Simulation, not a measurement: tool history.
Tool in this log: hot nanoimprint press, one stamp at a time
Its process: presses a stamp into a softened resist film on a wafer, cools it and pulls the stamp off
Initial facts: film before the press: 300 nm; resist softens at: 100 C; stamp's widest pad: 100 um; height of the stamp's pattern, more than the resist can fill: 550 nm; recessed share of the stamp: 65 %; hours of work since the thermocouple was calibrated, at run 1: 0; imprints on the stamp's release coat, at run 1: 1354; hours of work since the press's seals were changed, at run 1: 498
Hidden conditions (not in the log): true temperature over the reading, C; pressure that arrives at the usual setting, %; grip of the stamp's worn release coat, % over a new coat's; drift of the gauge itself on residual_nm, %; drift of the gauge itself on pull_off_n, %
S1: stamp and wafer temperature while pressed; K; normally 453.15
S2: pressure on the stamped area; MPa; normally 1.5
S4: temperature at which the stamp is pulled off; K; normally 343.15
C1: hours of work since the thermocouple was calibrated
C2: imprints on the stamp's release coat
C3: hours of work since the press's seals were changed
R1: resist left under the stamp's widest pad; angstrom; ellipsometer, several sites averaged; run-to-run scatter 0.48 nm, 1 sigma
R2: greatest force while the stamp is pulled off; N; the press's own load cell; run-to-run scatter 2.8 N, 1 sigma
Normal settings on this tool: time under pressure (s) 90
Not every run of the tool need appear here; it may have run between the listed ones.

{"run": 1, "hour": 0.0, "S1": 453.15, "S2": 1.5, "time under pressure (s)": 90, "S4": 343.15, "C1": 0, "C2": 1354, "C3": 498, "R1": 1299, "R2": 182}
{"run": 2, "hour": 16.8, "S1": 453.15, "S2": 1.5, "time under pressure (s)": 90, "S4": 343.15, "C1": 9, "C2": 1402, "C3": 507, "R1": 1294, "R2": 180}
{"run": 3, "hour": 27.4, "S1": 453.15, "S2": 1.5, "time under pressure (s)": 90, "S4": 343.15, "C1": 15, "C2": 1432, "C3": 513, "R1": 1295, "R2": 182}
{"run": 4, "hour": 38.3, "S1": 453.15, "S2": 1.5, "time under pressure (s)": 90, "S4": 343.15, "C1": 21, "C2": 1463, "C3": 519, "R1": 1290, "R2": 175}
{"run": 5, "hour": 56.0, "S1": 453.15, "S2": 1.5, "time under pressure (s)": 90, "S4": 343.15, "C1": 30, "C2": 1514, "C3": 528, "R1": 1298, "R2": 179}
{"run": 6, "hour": 77.1, "S1": 453.15, "S2": 1.5, "time under pressure (s)": 90, "S4": 343.15, "C1": 41, "C2": 1574, "C3": 539, "R1": 1286, "R2": 188}
{"run": 7, "hour": 92.0, "S1": 454.15, "S2": 1.5, "time under pressure (s)": 90, "S4": 348.15, "C1": 49, "C2": 1617, "C3": 547, "R1": 1235, "R2": 175}
{"run": 8, "hour": 114.8, "S1": 454.15, "S2": 1.5, "time under pressure (s)": 90, "S4": 346.15, "C1": 62, "C2": 1683, "C3": 560, "R1": 1249, "R2": 187}
{"run": 9, "hour": 136.0, "S1": 456.15, "S2": 0.97, "time under pressure (s)": 151, "S4": 346.15, "C1": 73, "C2": 1743, "C3": 571, "R1": 1184, "R2": 187}
{"run": 10, "hour": 150.8, "S1": 456.15, "S2": 0.97, "time under pressure (s)": 151, "S4": 346.15, "C1": 81, "C2": 1786, "C3": 579, "R1": 1177, "R2": 186}
{"run": 11, "hour": 171.5, "S1": 456.15, "S2": 0.97, "time under pressure (s)": 151, "S4": 346.15, "C1": 92, "C2": 1845, "C3": 590, "R1": 1180, "R2": 185}
{"hour": 201.0, "done": "press's hydraulic seals changed and the load cell set to zero"}
{"run": 12, "hour": 205.8, "S1": 451.15, "S2": 1.43, "time under pressure (s)": 84, "S4": 350.15, "C1": 106, "C2": 1920, "C3": 3, "R1": 1424, "R2": 184}

Measured minus without-hidden-state, run by run (identical run-to-run variation in each term; gauge scatter may differ):
run=1 R1=+20 R2=+48
run=2 R1=+19 R2=+49
run=3 R1=+18 R2=+50
run=4 R1=+18 R2=+49
run=5 R1=+17 R2=+52
run=6 R1=+17 R2=+55
run=7 R1=+16 R2=+53
run=8 R1=+15 R2=+58
run=9 R1=+5 R2=+59
run=10 R1=+4 R2=+60
run=11 R1=+3 R2=+61
run=12 R1=-19 R2=+63
